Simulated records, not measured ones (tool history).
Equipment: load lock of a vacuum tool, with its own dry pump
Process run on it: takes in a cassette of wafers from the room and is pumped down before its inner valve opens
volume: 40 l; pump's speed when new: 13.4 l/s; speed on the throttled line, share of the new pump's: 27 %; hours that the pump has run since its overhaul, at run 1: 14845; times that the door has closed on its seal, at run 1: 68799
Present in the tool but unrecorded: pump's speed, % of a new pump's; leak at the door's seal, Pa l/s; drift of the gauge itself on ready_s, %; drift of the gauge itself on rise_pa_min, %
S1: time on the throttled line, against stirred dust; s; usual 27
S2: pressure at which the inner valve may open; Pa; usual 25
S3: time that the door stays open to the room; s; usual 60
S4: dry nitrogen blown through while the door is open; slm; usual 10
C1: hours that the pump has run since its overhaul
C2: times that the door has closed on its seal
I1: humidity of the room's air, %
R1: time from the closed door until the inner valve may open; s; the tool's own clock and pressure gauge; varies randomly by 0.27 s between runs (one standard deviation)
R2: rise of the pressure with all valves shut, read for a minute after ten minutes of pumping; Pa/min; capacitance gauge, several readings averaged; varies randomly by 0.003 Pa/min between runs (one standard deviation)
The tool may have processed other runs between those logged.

{"run": 1, "day": 0.0, "S1": 27, "S2": 25, "S3": 60, "S4": 10, "C1": 14845, "C2": 68799, "I1": 44.2, "R1": 48.1, "R2": 0.503}
{"run": 2, "day": 11.804, "S1": 27, "S2": 25, "S3": 60, "S4": 10, "C1": 15129, "C2": 69839, "I1": 46.9, "R1": 48.6, "R2": 0.532}
{"day": 21.429, "done": "door's seal changed, seat wiped"}
{"run": 3, "day": 21.429, "S1": 27, "S2": 25, "S3": 60, "S4": 10, "C1": 15358, "C2": 0, "I1": 44.9, "R1": 48.6, "R2": 0.034}
{"run": 4, "day": 33.342, "S1": 27, "S2": 25, "S3": 60, "S4": 10, "C1": 15644, "C2": 1049, "I1": 47.1, "R1": 48.5, "R2": 0.034}
{"run": 5, "day": 47.958, "S1": 27, "S2": 25, "S3": 60, "S4": 10, "C1": 15995, "C2": 2336, "I1": 44.5, "R1": 48.7, "R2": 0.035}
{"run": 6, "day": 56.942, "S1": 27, "S2": 25, "S3": 60, "S4": 14, "C1": 16210, "C2": 3127, "I1": 43.4, "R1": 48.9, "R2": 0.036}
{"run": 7, "day": 72.708, "S1": 27, "S2": 25, "S3": 60, "S4": 14, "C1": 16589, "C2": 4516, "I1": 47.3, "R1": 49.2, "R2": 0.045}
{"run": 8, "day": 85.6, "S1": 27, "S2": 25, "S3": 60, "S4": 14, "C1": 16898, "C2": 5651, "I1": 41.9, "R1": 49.1, "R2": 0.042}
{"run": 9, "day": 103.571, "S1": 27, "S2": 25, "S3": 60, "S4": 17, "C1": 17330, "C2": 7233, "I1": 46.4, "R1": 49.9, "R2": 0.039}
{"run": 10, "day": 118.288, "S1": 27, "S2": 25, "S3": 60, "S4": 17, "C1": 17683, "C2": 8529, "I1": 42.2, "R1": 49.6, "R2": 0.049}
{"run": 11, "day": 127.483, "S1": 27, "S2": 25, "S3": 60, "S4": 11, "C1": 17904, "C2": 9339, "I1": 44.8, "R1": 49.8, "R2": 0.055}
{"run": 12, "day": 137.354, "S1": 17, "S2": 25, "S3": 60, "S4": 11, "C1": 18140, "C2": 10208, "I1": 44.0, "R1": 42.9, "R2": 0.06}
{"run": 13, "day": 152.396, "S1": 17, "S2": 25, "S3": 60, "S4": 11, "C1": 18501, "C2": 11533, "I1": 44.4, "R1": 43.2, "R2": 0.064}
{"run": 14, "day": 164.617, "S1": 17, "S2": 25, "S3": 60, "S4": 11, "C1": 18795, "C2": 12609, "I1": 44.8, "R1": 43.6, "R2": 0.068}
{"run": 15, "day": 181.238, "S1": 17, "S2": 25, "S3": 60, "S4": 11, "C1": 19194, "C2": 14073, "I1": 46.2, "R1": 43.3, "R2": 0.077}
{"run": 16, "day": 201.212, "S1": 16, "S2": 25, "S3": 60, "S4": 11, "C1": 19673, "C2": 15832, "I1": 46.5, "R1": 43.1, "R2": 0.084}
{"run": 17, "day": 215.254, "S1": 16, "S2": 25, "S3": 60, "S4": 11, "C1": 20010, "C2": 17069, "I1": 45.3, "R1": 43.5, "R2": 0.088}
{"run": 18, "day": 232.692, "S1": 16, "S2": 25, "S3": 60, "S4": 11, "C1": 20428, "C2": 18604, "I1": 40.9, "R1": 43.8, "R2": 0.095}
{"run": 19, "day": 241.262, "S1": 16, "S2": 25, "S3": 57, "S4": 11, "C1": 20634, "C2": 19359, "I1": 45.5, "R1": 43.1, "R2": 0.101}
{"run": 20, "day": 257.375, "S1": 27, "S2": 34, "S3": 125, "S4": 43, "C1": 21021, "C2": 20778, "I1": 44.8, "R1": 49.9, "R2": 0.095}
{"run": 21, "day": 277.662, "S1": 27, "S2": 34, "S3": 125, "S4": 43, "C1": 21508, "C2": 22565, "I1": 44.3, "R1": 49.7, "R2": 0.109}
{"day": 283.025, "done": "dry pump taken out, an overhauled one fitted"}
{"run": 22, "day": 287.783, "S1": 27, "S2": 34, "S3": 125, "S4": 43, "C1": 114, "C2": 23434, "I1": 44.6, "R1": 43.4, "R2": 0.11}
{"run": 23, "day": 297.967, "S1": 52, "S2": 22, "S3": 125, "S4": 43, "C1": 359, "C2": 24331, "I1": 45.7, "R1": 63.4, "R2": 0.119}
{"run": 24, "day": 313.358, "S1": 27, "S2": 48, "S3": 29, "S4": 10, "C1": 728, "C2": 25686, "I1": 46.8, "R1": 42.6, "R2": 0.133}
{"run": 25, "day": 322.521, "S1": 27, "S2": 48, "S3": 29, "S4": 10, "C1": 948, "C2": 26493, "I1": 46.5, "R1": 42.8, "R2": 0.137}
{"run": 26, "day": 340.425, "S1": 27, "S2": 22, "S3": 60, "S4": 12, "C1": 1378, "C2": 28070, "I1": 44.3, "R1": 45.5, "R2": 0.149}
{"run": 27, "day": 357.396, "S1": 27, "S2": 22, "S3": 53, "S4": 6, "C1": 1785, "C2": 29564, "I1": 42.5, "R1": 45.5, "R2": 0.169}
{"run": 28, "day": 374.142, "S1": 27, "S2": 36, "S3": 60, "S4": 6, "C1": 2187, "C2": 31039, "I1": 42.3, "R1": 43.6, "R2": 0.174}
{"run": 29, "day": 394.154, "S1": 27, "S2": 36, "S3": 60, "S4": 6, "C1": 2667, "C2": 32801, "I1": 48.2, "R1": 44.0, "R2": 0.194}
{"run": 30, "day": 405.633, "S1": 27, "S2": 36, "S3": 60, "S4": 6, "C1": 2943, "C2": 33812, "I1": 47.6, "R1": 44.1, "R2": 0.212}
{"run": 31, "day": 423.533, "S1": 27, "S2": 25, "S3": 60, "S4": 36, "C1": 3372, "C2": 35388, "I1": 45.2, "R1": 44.7, "R2": 0.183}
{"run": 32, "day": 434.85, "S1": 27, "S2": 25, "S3": 65, "S4": 36, "C1": 3644, "C2": 36385, "I1": 43.4, "R1": 45.5, "R2": 0.193}
{"run": 33, "day": 451.138, "S1": 27, "S2": 25, "S3": 40, "S4": 10, "C1": 4035, "C2": 37820, "I1": 41.7, "R1": 45.0, "R2": 0.213}
{"run": 34, "day": 465.696, "S1": 27, "S2": 45, "S3": 101, "S4": 10, "C1": 4384, "C2": 39102, "I1": 47.1, "R1": 43.6, "R2": 0.241}
{"run": 35, "day": 482.5, "S1": 37, "S2": 19, "S3": 101, "S4": 10, "C1": 4787, "C2": 40582, "I1": 41.8, "R1": 53.7, "R2": 0.255}
{"run": 36, "day": 499.775, "S1": 14, "S2": 29, "S3": 63, "S4": 5, "C1": 5202, "C2": 42103, "I1": 43.5, "R1": 35.2, "R2": 0.261}
{"run": 37, "day": 513.471, "S1": 27, "S2": 26, "S3": 85, "S4": 10, "C1": 5531, "C2": 43309, "I1": 44.7, "R1": 45.0, "R2": 0.269}

The logged runs with the hidden state left out (each run's random variation unchanged):
run=1 R1=44.2 R2=0.024
run=2 R1=44.5 R2=0.035
run=3 R1=44.5 R2=0.032
run=4 R1=44.3 R2=0.030
run=5 R1=44.4 R2=0.028
run=6 R1=44.5 R2=0.027
run=7 R1=44.6 R2=0.031
run=8 R1=44.4 R2=0.026
run=9 R1=45.1 R2=0.018
run=10 R1=44.7 R2=0.023
run=11 R1=44.8 R2=0.026
run=12 R1=37.1 R2=0.028
run=13 R1=37.2 R2=0.027
run=14 R1=37.6 R2=0.026
run=15 R1=37.1 R2=0.030
run=16 R1=36.7 R2=0.028
run=17 R1=36.8 R2=0.028
run=18 R1=37.0 R2=0.028
run=19 R1=36.3 R2=0.029
run=20 R1=44.2 R2=0.014
run=21 R1=43.9 R2=0.018
run=22 R1=43.5 R2=0.015
run=23 R1=63.5 R2=0.018
run=24 R1=42.6 R2=0.022
run=25 R1=42.8 R2=0.023
run=26 R1=45.4 R2=0.026
run=27 R1=45.3 R2=0.035
run=28 R1=43.4 R2=0.031
run=29 R1=43.7 R2=0.038
run=30 R1=43.7 R2=0.048
run=31 R1=44.2 R2=0.013
run=32 R1=44.9 R2=0.013
run=33 R1=44.4 R2=0.022
run=34 R1=43.0 R2=0.041
run=35 R1=53.0 R2=0.041
run=36 R1=34.2 R2=0.039
run=37 R1=44.1 R2=0.034
